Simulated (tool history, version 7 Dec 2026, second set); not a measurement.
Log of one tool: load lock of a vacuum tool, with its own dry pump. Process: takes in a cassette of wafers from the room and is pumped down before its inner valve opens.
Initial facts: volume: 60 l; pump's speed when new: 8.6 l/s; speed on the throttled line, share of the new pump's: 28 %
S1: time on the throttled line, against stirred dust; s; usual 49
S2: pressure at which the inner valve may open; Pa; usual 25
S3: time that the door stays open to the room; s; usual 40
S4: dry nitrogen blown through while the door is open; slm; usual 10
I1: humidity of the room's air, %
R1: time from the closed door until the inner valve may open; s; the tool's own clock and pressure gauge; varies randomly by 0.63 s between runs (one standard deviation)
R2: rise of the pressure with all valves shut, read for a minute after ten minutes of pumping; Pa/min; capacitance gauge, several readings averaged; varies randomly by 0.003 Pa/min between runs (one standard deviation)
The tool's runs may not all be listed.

{"run": 1, "hour": 0.0, "S1": 49, "S2": 25, "S3": 40, "S4": 10, "I1": 44.0, "R1": 93.3, "R2": 0.053}
{"run": 2, "hour": 186.3, "S1": 49, "S2": 25, "S3": 40, "S4": 10, "I1": 47.8, "R1": 93.4, "R2": 0.05}
{"run": 3, "hour": 410.0, "S1": 49, "S2": 25, "S3": 40, "S4": 10, "I1": 43.7, "R1": 92.4, "R2": 0.046}
{"run": 4, "hour": 627.4, "S1": 49, "S2": 25, "S3": 65, "S4": 10, "I1": 45.5, "R1": 92.9, "R2": 0.06}
{"run": 5, "hour": 827.5, "S1": 49, "S2": 25, "S3": 65, "S4": 10, "I1": 45.2, "R1": 93.7, "R2": 0.063}
{"run": 6, "hour": 1122.4, "S1": 49, "S2": 25, "S3": 65, "S4": 10, "I1": 44.8, "R1": 94.4, "R2": 0.062}
{"run": 7, "hour": 1316.7, "S1": 49, "S2": 25, "S3": 65, "S4": 10, "I1": 45.7, "R1": 94.6, "R2": 0.066}
{"run": 8, "hour": 1499.7, "S1": 49, "S2": 25, "S3": 65, "S4": 10, "I1": 44.5, "R1": 94.2, "R2": 0.062}
{"run": 9, "hour": 1664.5, "S1": 49, "S2": 25, "S3": 65, "S4": 10, "I1": 47.2, "R1": 92.2, "R2": 0.064}
{"run": 10, "hour": 1906.7, "S1": 49, "S2": 25, "S3": 65, "S4": 10, "I1": 44.5, "R1": 93.2, "R2": 0.061}
{"run": 11, "hour": 2139.8, "S1": 31, "S2": 22, "S3": 56, "S4": 11, "I1": 45.5, "R1": 81.4, "R2": 0.057}
{"run": 12, "hour": 2330.9, "S1": 49, "S2": 48, "S3": 58, "S4": 10, "I1": 44.4, "R1": 88.5, "R2": 0.061}
{"run": 13, "hour": 2643.8, "S1": 49, "S2": 48, "S3": 58, "S4": 10, "I1": 41.8, "R1": 88.3, "R2": 0.055}
{"run": 14, "hour": 2950.5, "S1": 71, "S2": 48, "S3": 58, "S4": 10, "I1": 45.6, "R1": 104.8, "R2": 0.064}
{"run": 15, "hour": 3268.4, "S1": 71, "S2": 48, "S3": 58, "S4": 10, "I1": 43.2, "R1": 104.4, "R2": 0.058}
{"run": 16, "hour": 3587.2, "S1": 71, "S2": 21, "S3": 58, "S4": 10, "I1": 46.5, "R1": 110.1, "R2": 0.063}
{"hour": 3758.2, "done": "door's seal changed, seat wiped"}
{"run": 17, "hour": 3814.1, "S1": 25, "S2": 21, "S3": 41, "S4": 10, "I1": 46.4, "R1": 76.5, "R2": 0.049}
{"run": 18, "hour": 4116.1, "S1": 77, "S2": 25, "S3": 40, "S4": 15, "I1": 45.3, "R1": 112.8, "R2": 0.047}
{"run": 19, "hour": 4338.5, "S1": 59, "S2": 25, "S3": 39, "S4": 15, "I1": 44.0, "R1": 101.5, "R2": 0.039}
{"run": 20, "hour": 4614.9, "S1": 59, "S2": 25, "S3": 39, "S4": 23, "I1": 43.0, "R1": 100.5, "R2": 0.036}

Branching from run 20: 5 alternative next runs. What would each branch give?
{"run": "A", "hour": 4898.4, "S1": 59, "S2": 25, "S3": 39, "S4": 5, "I1": 44.4, "R1": "?", "R2": "?"}
{"run": "B", "hour": 4898.4, "S1": 49, "S2": 40, "S3": 40, "S4": 10, "I1": 43.7, "R1": "?", "R2": "?"}
{"run": "C", "hour": 4898.4, "S1": 59, "S2": 25, "S3": 97, "S4": 23, "I1": 46.3, "R1": "?", "R2": "?"}
{"run": "D", "hour": 4898.4, "S1": 59, "S2": 18, "S3": 236, "S4": 23, "I1": 41.8, "R1": "?", "R2": "?"}
{"run": "E", "hour": 4898.4, "S1": 59, "S2": 36, "S3": 39, "S4": 23, "I1": 44.6, "R1": "?", "R2": "?"}

run=A R1=99.3 R2=0.048
run=B R1=89.0 R2=0.044
run=C R1=101.0 R2=0.059
run=D R1=103.0 R2=0.097
run=E R1=98.4 R2=0.035
The same runs, with their run-to-run variation unchanged, on a tool lacking any hidden condition would have given:
run=A R1=99.3 R2=0.048
run=B R1=89.0 R2=0.044
run=C R1=100.9 R2=0.059
run=D R1=103.0 R2=0.097
run=E R1=98.4 R2=0.035
